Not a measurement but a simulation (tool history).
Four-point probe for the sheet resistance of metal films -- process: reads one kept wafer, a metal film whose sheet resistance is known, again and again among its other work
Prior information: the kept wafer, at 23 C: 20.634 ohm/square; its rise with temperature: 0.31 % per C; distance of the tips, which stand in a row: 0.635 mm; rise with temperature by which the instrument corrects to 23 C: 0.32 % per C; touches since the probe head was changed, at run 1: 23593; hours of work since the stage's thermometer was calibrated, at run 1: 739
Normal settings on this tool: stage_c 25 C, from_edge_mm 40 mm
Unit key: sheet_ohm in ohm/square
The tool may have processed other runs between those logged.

run,day,stage_c,from_edge_mm,touches since the probe head was changed,hours of work since the stage's thermometer was calibrated,sheet_ohm
1,0.000,25,40,23593,739,20.676474
2,0.479,25,40,24359,748,20.679018
3,1.054,25,40,25275,759,20.680301
4,1.508,25,40,25996,767,20.676023
5,2.088,25,40,26919,778,20.675140
6,2.642,25,40,27799,788,20.678246
7,3.046,27,40,28443,795,20.674655
8,3.471,27,40,29117,803,20.676091
9,4.138,19,40,30182,815,20.697154
10,4.775,26,40,31193,827,20.677433
11,5.250,26,40,31952,835,20.672252
12,5.538,26,40,32411,841,20.682840
13,5.817,19,40,32856,846,20.698026
14,6.442,30,40,33852,857,20.672342
15,6.888,30,40,34557,865,20.671388
16,7.496,30,40,35526,877,20.670157
17,8.117,25,40,36517,888,20.682638
18,8.508,34,66,37139,895,20.662366
19,9.025,32,62,37965,905,20.664976
20,9.567,19,46,38826,915,20.690020
21,9.962,21,45,39459,922,20.695036
22,10.367,25,37,40097,929,20.686750
23,10.833,19,4,40843,938,20.969839
24,11.242,19,4,41490,945,20.972377
25,11.617,25,15,42089,952,20.706473
26,11.908,33,42,42557,957,20.678721
27,12.379,22,7,43307,966,20.793094
28,12.983,25,20,44269,977,20.694040
29,13.608,29,17,45265,989,20.700508
30,13.954,19,5,45811,995,20.879021
31,14.354,29,6,46450,1002,20.804940
32,14.825,33,4,47201,1011,20.948730
33,15.488,33,4,48256,1023,20.944859
34,15.879,33,4,48881,1030,20.942059

Each row is a separate what-if for the run after 34, all from the same tool condition, not one after another. Results?
A,16.246,29,12,49459,1037,?
B,16.246,21,21,49459,1037,?
C,16.246,25,7,49459,1037,?
D,16.246,20,4,49459,1037,?
E,16.246,35,11,49459,1037,?

run,sheet_ohm
A,20.700125
B,20.711123
C,20.777393
D,20.981906
E,20.707743
Without the tool's hidden state the same runs would have given:
run,sheet_ohm
A,20.640791
B,20.652209
C,20.718082
D,20.922360
E,20.648060

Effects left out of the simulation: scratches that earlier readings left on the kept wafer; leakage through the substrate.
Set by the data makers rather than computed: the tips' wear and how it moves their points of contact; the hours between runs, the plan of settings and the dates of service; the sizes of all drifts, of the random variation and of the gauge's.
